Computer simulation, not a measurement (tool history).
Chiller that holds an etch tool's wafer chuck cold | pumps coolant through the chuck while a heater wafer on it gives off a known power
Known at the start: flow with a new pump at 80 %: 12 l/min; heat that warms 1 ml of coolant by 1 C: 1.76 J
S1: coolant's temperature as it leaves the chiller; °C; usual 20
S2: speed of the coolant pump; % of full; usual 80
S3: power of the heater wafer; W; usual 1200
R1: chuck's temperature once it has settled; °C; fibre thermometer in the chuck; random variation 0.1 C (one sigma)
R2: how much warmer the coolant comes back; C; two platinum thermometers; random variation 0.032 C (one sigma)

run,hour,S1,S2,S3,R1,R2
1,0,20,80,1200,30.5,3.38
2,91.7,20,80,1200,30.4,3.42
3,210,20,80,1200,30.1,3.43
4,381,16,80,1200,26.3,3.43
5,471.5,20,80,1200,30.3,3.4
# hour 574: chiller's thermometer calibrated
6,574,23,80,1200,33.3,3.4
7,753.2,23,80,1200,33.4,3.44
8,929.9,23,80,1200,33.4,3.43
9,1010.2,23,80,1200,33.5,3.41
10,1105.6,23,80,1200,33.1,3.46
11,1229.4,20,80,1200,30.3,3.41
12,1405.2,22,80,1200,32.3,3.44
13,1493.7,22,80,1200,32.3,3.39
14,1630.7,20,80,1200,30.3,3.4
15,1709.9,20,80,1562,33.4,4.39
16,1814.4,20,80,1562,33.5,4.46
17,1947.6,20,67,1200,31.2,4.09
18,2050.4,24,67,863,32.2,2.88
19,2206,12,80,620,17.4,1.79
20,2349.7,10,99,1200,19.3,2.83
21,2480.9,10,99,1200,19.3,2.75
22,2649.2,10,99,1200,19.2,2.78
23,2752.2,10,99,1200,19.3,2.78
24,2897.6,10,99,1200,19.1,2.72
25,2981,10,99,1200,19.4,2.78
26,3144.2,20,68,1200,31.2,4.03
27,3321.6,20,68,1200,31.2,3.96
28,3447.8,20,68,1200,31.4,4.02
# hour 3559.5: chiller's thermometer calibrated
29,3559.5,20,68,1200,31.3,3.95
30,3679.6,27,89,628,32.2,1.58
# hour 3784: coolant pump overhauled
31,3864,27,89,628,31.9,1.59

Forecast each of these 4 alternatives for the next run:
A,3994.3,25,64,1585,?,?
B,3994.3,16,89,628,?,?
C,3994.3,20,86,1200,?,?
D,3994.3,24,80,923,?,?

run,R1,R2
A,40.3,5.67
B,21,1.6
C,30,3.19
D,31.9,2.62
Without the tool's hidden state the same runs would have given:
run,R1,R2
A,40.3,5.67
B,21,1.6
C,30,3.19
D,31.9,2.62
